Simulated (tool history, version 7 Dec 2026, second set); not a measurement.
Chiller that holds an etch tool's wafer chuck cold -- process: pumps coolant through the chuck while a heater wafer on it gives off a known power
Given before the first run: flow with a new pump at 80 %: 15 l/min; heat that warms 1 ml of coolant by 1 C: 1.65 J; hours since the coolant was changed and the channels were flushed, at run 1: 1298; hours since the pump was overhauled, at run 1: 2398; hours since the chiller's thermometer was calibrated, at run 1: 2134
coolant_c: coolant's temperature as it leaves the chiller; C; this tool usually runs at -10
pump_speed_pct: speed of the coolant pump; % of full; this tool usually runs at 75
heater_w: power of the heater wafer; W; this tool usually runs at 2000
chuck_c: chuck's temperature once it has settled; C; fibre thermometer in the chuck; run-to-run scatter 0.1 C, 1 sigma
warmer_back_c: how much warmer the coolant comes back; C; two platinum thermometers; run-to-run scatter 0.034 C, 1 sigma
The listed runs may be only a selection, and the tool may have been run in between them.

| run | day | coolant_c | pump_speed_pct | heater_w | hours since the coolant was changed and the channels were flushed | hours since the pump was overhauled | hours since the chiller's thermometer was calibrated | chuck_c | warmer_back_c |
|---|---|---|---|---|---|---|---|---|---|
| 1 | 0.000 | -10 | 75 | 2000 | 1298 | 2398 | 2134 | 10.6 | 5.71 |
| 2 | 4.879 | -10 | 75 | 2000 | 1415 | 2515 | 2251 | 10.6 | 5.72 |
| 3 | 12.008 | -10 | 75 | 1544 | 1587 | 2686 | 2422 | 5.8 | 4.47 |
| 4 | 20.304 | -10 | 75 | 1544 | 1786 | 2885 | 2622 | 6.3 | 4.49 |
| 5 | 29.579 | -10 | 75 | 1017 | 2008 | 3108 | 2844 | 0.6 | 3.00 |
| 6 | 36.192 | -10 | 75 | 1017 | 2167 | 3267 | 3003 | 0.6 | 2.96 |
| 7 | 44.600 | -10 | 75 | 2000 | 2369 | 3469 | 3205 | 12.3 | 5.98 |
| 8 | 52.592 | -10 | 75 | 2000 | 2561 | 3660 | 3396 | 12.6 | 5.94 |
| 9 | 60.371 | -10 | 82 | 2000 | 2747 | 3847 | 3583 | 11.0 | 5.42 |
| 10 | 65.317 | -10 | 75 | 2000 | 2866 | 3966 | 3702 | 13.2 | 6.02 |
| 11 | 72.679 | -10 | 75 | 2000 | 3043 | 4142 | 3878 | 13.3 | 6.07 |
|  | 76.875 | coolant pump overhauled |
| 12 | 79.900 | -10 | 75 | 2000 | 3211 | 73 | 4047 | 10.8 | 5.18 |
|  | 81.462 | coolant changed, channels flushed |
| 13 | 88.417 | -1 | 68 | 1361 | 167 | 271 | 4245 | 11.4 | 3.97 |
|  | 92.275 | chiller's thermometer calibrated |
| 14 | 93.504 | -12 | 75 | 2000 | 288 | 392 | 30 | 6.7 | 5.27 |
| 15 | 99.983 | -17 | 78 | 2757 | 443 | 548 | 185 | 8.2 | 7.00 |
| 16 | 108.583 | -17 | 78 | 2757 | 650 | 754 | 391 | 8.7 | 7.02 |
| 17 | 112.925 | -17 | 78 | 1313 | 754 | 858 | 496 | -4.8 | 3.32 |
| 18 | 119.858 | -10 | 75 | 1961 | 921 | 1025 | 662 | 9.3 | 5.33 |
| 19 | 128.942 | -3 | 78 | 1418 | 1138 | 1243 | 880 | 10.6 | 3.67 |

5 ways to go on from here, each from the tool as it stands after run 19. What would each give?
| A | 135.125 | -20 | 75 | 2000 | 1287 | 1391 | 1028 | ? | ? |
| B | 135.125 | -5 | 75 | 2000 | 1287 | 1391 | 1028 | ? | ? |
| C | 135.125 | -5 | 73 | 2342 | 1287 | 1391 | 1028 | ? | ? |
| D | 135.125 | -4 | 75 | 2000 | 1287 | 1391 | 1028 | ? | ? |
| E | 135.125 | -3 | 78 | 1454 | 1287 | 1391 | 1028 | ? | ? |

| run | chuck_c | warmer_back_c |
|---|---|---|
| A | 0.1 | 5.44 |
| B | 15.1 | 5.43 |
| C | 19.2 | 6.55 |
| D | 16.2 | 5.42 |
| E | 11.0 | 3.84 |
Take away the tool's hidden state, keep each run's random variation, and the runs would have read:
| run | chuck_c | warmer_back_c |
|---|---|---|
| A | -1.7 | 5.20 |
| B | 13.3 | 5.19 |
| C | 17.0 | 6.26 |
| D | 14.4 | 5.18 |
| E | 9.9 | 3.67 |
